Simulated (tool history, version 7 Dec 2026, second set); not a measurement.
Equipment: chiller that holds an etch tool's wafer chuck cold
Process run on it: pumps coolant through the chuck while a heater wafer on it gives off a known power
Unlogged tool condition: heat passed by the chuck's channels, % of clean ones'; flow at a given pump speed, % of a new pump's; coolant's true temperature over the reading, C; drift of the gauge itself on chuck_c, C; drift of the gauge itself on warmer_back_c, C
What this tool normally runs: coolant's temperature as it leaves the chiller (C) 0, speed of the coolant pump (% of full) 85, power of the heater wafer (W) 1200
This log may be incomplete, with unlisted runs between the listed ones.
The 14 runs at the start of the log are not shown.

run	day	coolant's temperature as it leaves the chiller (C)	speed of the coolant pump (% of full)	power of the heater wafer (W)	hours since the coolant was changed and the channels were flushed	hours since the pump was overhauled	hours since the chiller's thermometer was calibrated	chuck's temperature once it has settled (C)	how much warmer the coolant comes back (C)
15	17.725	2	85	1200	645	1873	1003	13.2	2.93
16	19.354	2	85	1200	684	1912	1042	13.3	2.92
17	21.042	5	83	943	725	1952	1083	13.8	2.43
18	22.358	6	90	1200	756	1984	1114	16.5	2.77
19	23.225	7	74	1484	777	2005	1135	22.2	4.08
20	24.912	10	69	798	817	2045	1176	18.5	2.52
21	26.483	3	85	1200	855	2083	1213	14.3	2.98
22	27.892	3	85	1200	889	2117	1247	14.2	3.02
23	29.004	-2	98	1640	916	2143	1274	11.9	3.5
24	30.375	-2	98	1640	949	2176	1307	11.8	3.51
25	31.308	10	98	1640	971	2199	1329	23.7	3.55
26	32.933	0	99	1200	1010	2238	1368	10.2	2.65

Expected results for the next run?
27	33.667	3	85	1200	1028	2255	1386	?	?

chuck's temperature once it has settled (C): 14.1
how much warmer the coolant comes back (C): 3.09
Minus the tool's unlogged condition, the same run would have read chuck's temperature once it has settled (C) 14.1, how much warmer the coolant comes back (C) 2.7.

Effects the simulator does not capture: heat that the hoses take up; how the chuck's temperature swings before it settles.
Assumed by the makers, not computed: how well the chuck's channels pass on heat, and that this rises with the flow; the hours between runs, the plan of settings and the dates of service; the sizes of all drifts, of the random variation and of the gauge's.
